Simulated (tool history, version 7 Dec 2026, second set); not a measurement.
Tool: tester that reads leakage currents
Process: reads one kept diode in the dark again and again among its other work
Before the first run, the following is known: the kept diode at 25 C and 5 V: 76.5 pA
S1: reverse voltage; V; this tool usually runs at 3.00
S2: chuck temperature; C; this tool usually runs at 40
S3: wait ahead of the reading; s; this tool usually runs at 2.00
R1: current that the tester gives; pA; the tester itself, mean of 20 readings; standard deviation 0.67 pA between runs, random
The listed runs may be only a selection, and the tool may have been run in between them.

run 1 hour=0.0 | S1=3.00 S2=40 S3=2.00 | R1=216.25
run 2 hour=30.0 | S1=3.00 S2=40 S3=3.99 | R1=217.25
run 3 hour=58.5 | S1=3.00 S2=40 S3=3.99 | R1=215.09
run 4 hour=83.2 | S1=3.00 S2=40 S3=2.00 | R1=215.37
run 5 hour=99.3 | S1=3.00 S2=40 S3=2.00 | R1=215.88
run 6 hour=118.8 | S1=3.00 S2=40 S3=2.00 | R1=215.01
run 7 hour=143.3 | S1=3.00 S2=21 S3=2.00 | R1=43.36
run 8 hour=165.2 | S1=3.00 S2=21 S3=2.00 | R1=43.17
run 9 hour=186.6 | S1=3.00 S2=21 S3=2.00 | R1=43.48
run 10 hour=207.6 | S1=3.00 S2=33 S3=2.00 | R1=121.32
run 11 hour=227.7 | S1=3.00 S2=38 S3=3.03 | R1=182.28
run 12 hour=243.2 | S1=2.44 S2=23 S3=0.88 | R1=47.82
run 13 hour=258.6 | S1=2.44 S2=23 S3=0.88 | R1=48.00
run 14 hour=280.3 | S1=3.94 S2=27 S3=1.25 | R1=80.34
run 15 hour=306.3 | S1=4.04 S2=38 S3=1.25 | R1=202.19
run 16 hour=328.9 | S1=4.04 S2=38 S3=1.25 | R1=201.34
run 17 hour=349.8 | S1=12.11 S2=52 S3=1.25 | R1=870.57

Each row is a separate what-if for the run after 17, all from the same tool condition, not one after another. Results?
run A hour=363.6 | S1=6.41 S2=40 S3=0.32 | R1=?
run B hour=363.6 | S1=4.10 S2=40 S3=1.56 | R1=?
run C hour=363.6 | S1=1.06 S2=40 S3=7.40 | R1=?
run D hour=363.6 | S1=1.15 S2=30 S3=2.00 | R1=?

run=A R1=279.98
run=B R1=238.11
run=C R1=148.39
run=D R1=67.12
Stripped of hidden state, with their random variation kept, the same runs would have yielded:
run=A R1=293.17
run=B R1=249.49
run=C R1=155.58
run=D R1=70.55
